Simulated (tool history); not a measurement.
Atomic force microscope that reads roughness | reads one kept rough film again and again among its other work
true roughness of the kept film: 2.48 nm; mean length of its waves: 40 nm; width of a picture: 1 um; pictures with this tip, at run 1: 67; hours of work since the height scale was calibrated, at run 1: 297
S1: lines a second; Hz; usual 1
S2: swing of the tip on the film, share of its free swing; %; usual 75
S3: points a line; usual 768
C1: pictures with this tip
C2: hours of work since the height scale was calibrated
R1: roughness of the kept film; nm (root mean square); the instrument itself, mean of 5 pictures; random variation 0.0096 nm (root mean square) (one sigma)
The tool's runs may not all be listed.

run	hour	S1	S2	S3	C1	C2	R1
1	0	1	75	768	67	297	1.933
# hour 2.3: new tip fitted
2	9.7	1.9	75	768	10	301	1.989
3	22.6	1.9	75	768	27	308	1.924
4	35.8	1.52	75	768	44	314	1.925
5	45.6	1.52	75	768	56	319	1.884
# hour 56.7: new tip fitted
6	62.5	1.52	75	768	8	326	2.064
7	77	1.52	78	768	26	333	1.931
8	85	1.52	78	768	37	337	1.91
9	97.6	0.64	78	768	53	343	2.04
# hour 111: new tip fitted
10	113.6	0.64	78	768	3	351	2.206
# hour 115.4: height scale calibrated on a step standard
11	129.7	1	75	894	23	7	2.087
12	144.3	1.64	55	330	42	14	2.11
13	155.4	0.56	75	384	56	19	2.023
# hour 165.7: new tip fitted
14	166.1	0.56	75	384	0	24	2.258
15	175.7	1.14	75	305	13	29	2.095
16	187.8	0.95	76	466	28	34	2.077
17	195.8	0.64	73	403	39	38	2.108
18	202.7	1.07	75	825	48	41	1.994
# hour 210.7: height scale calibrated on a step standard, once more
19	213.9	1.07	75	825	61	2	1.94

4 ways to go on from here, each from the tool as it stands after run 19. What would each give?
# hour 221.4: new tip fitted
A	229.2	1.52	59	570	10	9	?
# hour 221.4: new tip fitted
B	229.2	2.7	82	292	10	9	?
# hour 221.4: new tip fitted
C	229.2	2.72	88	768	10	9	?
# hour 221.4: new tip fitted
D	229.2	3.27	78	825	10	9	?

run	R1
A	2.215
B	1.723
C	1.6
D	1.736
Without the tool's hidden state the same runs would have given:
run	R1
A	2.257
B	1.756
C	1.631
D	1.769
